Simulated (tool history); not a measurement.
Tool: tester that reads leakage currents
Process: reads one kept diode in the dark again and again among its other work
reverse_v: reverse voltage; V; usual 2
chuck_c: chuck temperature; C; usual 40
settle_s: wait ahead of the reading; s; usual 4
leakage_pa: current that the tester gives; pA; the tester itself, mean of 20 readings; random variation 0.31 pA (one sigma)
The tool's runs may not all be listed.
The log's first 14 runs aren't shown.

run 15 hour=2213.7 | reverse_v=2 chuck_c=40 settle_s=4 | leakage_pa=95.82
run 16 hour=2394 | reverse_v=2 chuck_c=40 settle_s=4 | leakage_pa=95.06
run 17 hour=2564.3 | reverse_v=2 chuck_c=40 settle_s=3.66 | leakage_pa=95.23
run 18 hour=2716.1 | reverse_v=2 chuck_c=40 settle_s=3.66 | leakage_pa=94.37
-- hour=2878.1 tester calibrated
-- hour=2880.1 chuck's temperature calibrated
run 19 hour=2918.5 | reverse_v=2 chuck_c=40 settle_s=3.66 | leakage_pa=101.84
run 20 hour=3046.7 | reverse_v=2 chuck_c=40 settle_s=3.66 | leakage_pa=100.72
run 21 hour=3219 | reverse_v=2 chuck_c=40 settle_s=3.66 | leakage_pa=100.57
run 22 hour=3464.9 | reverse_v=2 chuck_c=24 settle_s=1.75 | leakage_pa=26.21
run 23 hour=3691.4 | reverse_v=2 chuck_c=50 settle_s=0.53 | leakage_pa=218.38
run 24 hour=3913.3 | reverse_v=2 chuck_c=50 settle_s=0.53 | leakage_pa=216.2
run 25 hour=4064.6 | reverse_v=1.61 chuck_c=50 settle_s=0.7 | leakage_pa=191.05
run 26 hour=4202.5 | reverse_v=15.58 chuck_c=41 settle_s=8.8 | leakage_pa=315.82
run 27 hour=4337.1 | reverse_v=8.1 chuck_c=21 settle_s=4 | leakage_pa=46.07
run 28 hour=4452.3 | reverse_v=8.1 chuck_c=21 settle_s=4 | leakage_pa=45.84
-- hour=4501.2 probe card cleaned and baked
-- hour=4571 chuck's temperature calibrated
run 29 hour=4627.3 | reverse_v=1.42 chuck_c=21 settle_s=1.66 | leakage_pa=16.36
run 30 hour=4843.6 | reverse_v=1.42 chuck_c=21 settle_s=1.66 | leakage_pa=16.24
run 31 hour=5044.2 | reverse_v=1.01 chuck_c=51 settle_s=1.66 | leakage_pa=167.74
run 32 hour=5295.6 | reverse_v=1.01 chuck_c=51 settle_s=1.66 | leakage_pa=165.18
run 33 hour=5399.4 | reverse_v=1.01 chuck_c=51 settle_s=1.66 | leakage_pa=165.27
run 34 hour=5645.2 | reverse_v=1.47 chuck_c=33 settle_s=9.98 | leakage_pa=45.95
run 35 hour=5796.8 | reverse_v=2 chuck_c=36 settle_s=0.63 | leakage_pa=70.41
run 36 hour=5996.9 | reverse_v=2 chuck_c=36 settle_s=0.63 | leakage_pa=69.71
run 37 hour=6145.9 | reverse_v=2 chuck_c=25 settle_s=5.49 | leakage_pa=26.79
-- hour=6238.1 tester calibrated
-- hour=6259.5 chuck's temperature calibrated
run 38 hour=6277.4 | reverse_v=2 chuck_c=25 settle_s=5.49 | leakage_pa=28.83
run 39 hour=6389.6 | reverse_v=6.08 chuck_c=34 settle_s=2.18 | leakage_pa=113.38

3 ways to go on from here, each from the tool as it stands after run 39. What would each give?
run A hour=6503.6 | reverse_v=2 chuck_c=55 settle_s=4 | leakage_pa=?
run B hour=6503.6 | reverse_v=7.51 chuck_c=34 settle_s=2.51 | leakage_pa=?
run C hour=6503.6 | reverse_v=6.08 chuck_c=28 settle_s=2.18 | leakage_pa=?

run=A leakage_pa=324.77
run=B leakage_pa=127
run=C leakage_pa=68.9
Without the tool's hidden state the same runs would have given:
run=A leakage_pa=330.93
run=B leakage_pa=124.45
run=C leakage_pa=66.01
